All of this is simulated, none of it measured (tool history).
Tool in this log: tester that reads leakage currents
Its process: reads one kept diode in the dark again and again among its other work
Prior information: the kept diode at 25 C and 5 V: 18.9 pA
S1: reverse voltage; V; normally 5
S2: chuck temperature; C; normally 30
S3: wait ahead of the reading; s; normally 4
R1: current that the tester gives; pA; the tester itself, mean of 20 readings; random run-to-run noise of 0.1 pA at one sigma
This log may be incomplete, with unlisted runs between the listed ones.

run    hour     S1  S2    S3      R1
  1       0      5  30     4   33.68
  2      58      5  30     4    33.8
  3   104.4      5  30     4   34.22
  4   173.2      5  30     4   34.42
  5   215.2      5  30     4    34.7
  6     255      5  33     4   44.55
  7   328.3      5  33     4   44.65
  8   392.4   5.79  30     4   38.89
  9   444.4      5  52     4  202.69
 10   513.2      5  30  4.18    36.2
 11   574.7    5.1  30     4   36.91
 12     616      5  30     4   36.53
 13     663      5  30  1.66   37.03
 14   707.1      5  30  1.66    37.2
 15   742.3      5  30     4   37.27
 16   809.7      5  30     4   37.34
 17   840.6      5  30  0.36   39.65
 18   900.3      5  30  0.36   40.19
 19   948.8      5  29     4   35.49
 20   981.8      5  39     4   76.14
      987.7  -- tester calibrated
 21    1043  18.43  51  0.58  400.31
 22  1079.2  18.43  51  0.58  400.64
 23  1125.1   2.83  40  2.24   60.65
 24  1159.7   1.05  40  2.24   34.83
 25  1199.5      5  22  4.36   22.63
 26    1246   7.46  32  5.76   58.43
     1255.1  -- tester calibrated, once more
 27  1319.5   3.79  32  5.38   38.91
 28  1395.8   2.09  24  0.87   15.41
 29  1463.2   2.09  24  0.87   15.52
 30    1504   11.1  24     4   47.42
 31  1572.2   7.09  21  6.05   29.15
 32  1625.3   7.09  21  6.05   29.43
 33  1683.3   7.09  21  6.05   29.86
 34  1749.3      5  31     4   44.75
 35  1786.6      5  20     4   22.35
 36  1827.4      5  53     4  229.67
 37  1867.2   6.85  22     4   31.79
 38  1934.2   1.56  34  1.36   28.31
 39  1976.1   1.56  34  1.36    28.3

3 options for the next run, each taken on its own from the tool as it stands now. Forecast them:
  A  2020.5  13.7  28     4   ?
  B  2020.5  1.56  34  0.69   ?
  C  2020.5     5  53     4   ?

run      R1
  A   75.26
  B   28.72
  C  229.91
Had the tool no hidden state, the same runs would have come out as:
run      R1
  A   43.27
  B   23.42
  C  203.39
